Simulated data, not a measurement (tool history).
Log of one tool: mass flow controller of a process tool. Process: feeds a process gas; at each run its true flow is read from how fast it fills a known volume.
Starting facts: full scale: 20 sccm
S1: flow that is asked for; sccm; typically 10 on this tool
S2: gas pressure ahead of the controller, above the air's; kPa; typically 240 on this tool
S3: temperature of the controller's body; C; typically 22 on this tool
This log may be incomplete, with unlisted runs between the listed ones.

run 1 day=0.000 | S1=10 S2=240 S3=22 | true_flow_(%)=98.45
run 2 day=1.871 | S1=10 S2=240 S3=22 | true_flow_(%)=98.54
run 3 day=5.304 | S1=10 S2=240 S3=22 | true_flow_(%)=98.81
run 4 day=8.800 | S1=10 S2=240 S3=22 | true_flow_(%)=98.89
run 5 day=11.296 | S1=10 S2=240 S3=22 | true_flow_(%)=98.86
run 6 day=14.642 | S1=13 S2=240 S3=22 | true_flow_(%)=99.48
run 7 day=16.217 | S1=13 S2=240 S3=22 | true_flow_(%)=99.50
run 8 day=19.217 | S1=10 S2=240 S3=22 | true_flow_(%)=99.29
run 9 day=21.633 | S1=10 S2=240 S3=28 | true_flow_(%)=99.81
run 10 day=24.796 | S1=10 S2=240 S3=33 | true_flow_(%)=100.51
run 11 day=27.279 | S1=10 S2=240 S3=33 | true_flow_(%)=100.59
run 12 day=30.192 | S1=10 S2=240 S3=33 | true_flow_(%)=100.80
run 13 day=32.058 | S1=10 S2=243 S3=22 | true_flow_(%)=99.77
run 14 day=34.062 | S1=10 S2=240 S3=22 | true_flow_(%)=99.94
run 15 day=36.017 | S1=10 S2=183 S3=22 | true_flow_(%)=99.92
-- day=36.683 gauge calibrated
run 16 day=37.658 | S1=4 S2=183 S3=22 | true_flow_(%)=97.48
run 17 day=39.462 | S1=4 S2=183 S3=22 | true_flow_(%)=97.61
run 18 day=42.483 | S1=4 S2=183 S3=22 | true_flow_(%)=97.70
run 19 day=45.679 | S1=10 S2=240 S3=22 | true_flow_(%)=98.90
run 20 day=49.142 | S1=12 S2=240 S3=22 | true_flow_(%)=99.24
run 21 day=52.338 | S1=12 S2=240 S3=22 | true_flow_(%)=99.34
run 22 day=54.517 | S1=12 S2=240 S3=22 | true_flow_(%)=99.55
run 23 day=57.017 | S1=10 S2=240 S3=22 | true_flow_(%)=99.28
run 24 day=59.125 | S1=10 S2=240 S3=22 | true_flow_(%)=99.32
run 25 day=62.012 | S1=3 S2=149 S3=22 | true_flow_(%)=98.31
run 26 day=64.646 | S1=10 S2=240 S3=26 | true_flow_(%)=99.99
run 27 day=66.496 | S1=10 S2=153 S3=28 | true_flow_(%)=100.02
run 28 day=68.579 | S1=5 S2=153 S3=23 | true_flow_(%)=99.00
run 29 day=70.771 | S1=5 S2=153 S3=23 | true_flow_(%)=99.12
run 30 day=72.825 | S1=3 S2=194 S3=22 | true_flow_(%)=98.99
run 31 day=75.992 | S1=2 S2=240 S3=22 | true_flow_(%)=98.93
run 32 day=78.412 | S1=2 S2=233 S3=25 | true_flow_(%)=99.27
-- day=79.638 gauge calibrated
run 33 day=81.875 | S1=2 S2=233 S3=25 | true_flow_(%)=97.75

What will run 34 give?
run 34 day=85.092 | S1=9 S2=240 S3=33 | true_flow_(%)=?

For run 34 the tool returned true flow (%) 99.69.
With the hidden condition absent and the run-to-run variation left alone, this run would have shown true flow (%) 99.47.
